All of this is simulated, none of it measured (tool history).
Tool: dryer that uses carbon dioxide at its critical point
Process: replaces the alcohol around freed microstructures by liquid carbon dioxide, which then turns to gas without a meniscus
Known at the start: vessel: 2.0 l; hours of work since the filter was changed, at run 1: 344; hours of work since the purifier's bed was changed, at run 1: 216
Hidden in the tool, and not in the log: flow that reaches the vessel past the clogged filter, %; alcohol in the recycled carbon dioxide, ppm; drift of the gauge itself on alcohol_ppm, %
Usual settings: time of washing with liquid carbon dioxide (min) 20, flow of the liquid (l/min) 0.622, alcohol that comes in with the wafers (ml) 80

run	day	time of washing with liquid carbon dioxide (min)	flow of the liquid (l/min)	alcohol that comes in with the wafers (ml)	hours of work since the filter was changed	hours of work since the purifier's bed was changed	alcohol left in the vessel before it's heated (ppm by volume)
1	0	20	0.622	80	344	216	288
2	0.488	20	0.622	80	350	222	297
3	1.425	20	0.622	80	361	232	295
4	2.371	20	0.622	80	372	244	300
5	3.488	18	0.622	80	385	257	474
6	4.475	18	0.622	80	396	268	497
7	5.117	20	0.844	80	404	276	125
8	5.629	20	0.844	80	410	282	127
9	6.233	20	0.844	80	417	289	119
10	7.029	20	0.622	80	426	298	346
11	8.167	20	0.622	80	440	312	358
12	9.017	20	0.622	80	450	322	372
13	9.808	20	0.622	80	459	331	364
14	10.35	20	0.622	80	465	337	377
15	11.071	20	0.622	80	474	346	394
16	11.85	18	0.622	80	483	355	570
17	12.396	20	0.622	75	489	361	386
18	13.112	20	0.622	80	498	370	396
19	14.071	20	0.463	80	509	381	1247
# day 14.296: inlet filter changed
20	15.246	20	0.622	34	11	394	156
21	16.15	20	0.622	80	22	405	232
22	16.821	20	0.622	80	30	413	238
23	17.542	20	0.622	80	38	421	240
24	18.542	13	0.622	80	50	433	1062
25	19.404	13	0.622	80	60	443	1099
26	20.312	13	0.622	80	71	454	1128
27	21.175	20	0.654	74	81	464	210
28	21.808	20	0.654	74	88	471	226
29	22.942	22	0.647	113	101	484	215
30	23.854	29	0.532	35	112	495	148
31	24.583	21	0.687	45	121	504	180
32	25.55	20	0.422	45	132	515	706
33	26.662	27	0.571	80	145	528	183
34	27.346	27	0.571	80	153	536	192
35	28.371	27	0.571	80	165	548	190
36	29.254	26	0.517	79	175	559	248
37	29.929	26	0.517	79	183	566	260
38	30.817	26	0.517	79	194	577	262
39	31.375	20	0.903	80	200	583	159
40	32.142	20	0.903	80	209	592	170
41	32.892	18	0.622	80	218	601	452
42	34.046	18	0.393	80	232	615	2179
43	35.158	28	0.716	102	245	628	169
# day 35.608: purifier's bed changed
44	36.383	15	0.918	41	258	9	51
45	37.021	20	0.683	50	265	17	87
46	37.796	21	0.699	39	274	26	52
47	38.271	21	0.485	99	280	31	679

Forecast each of these 3 alternatives for the next run:
A	38.879	13	0.536	24	287	38	?
B	38.879	19	0.52	80	287	38	?
C	38.879	25	0.622	104	287	38	?

run	alcohol left in the vessel before it's heated (ppm by volume)
A	652
B	621
C	87
Without the tool's hidden state the same runs would have given:
run	alcohol left in the vessel before it's heated (ppm by volume)
A	468
B	390
C	42
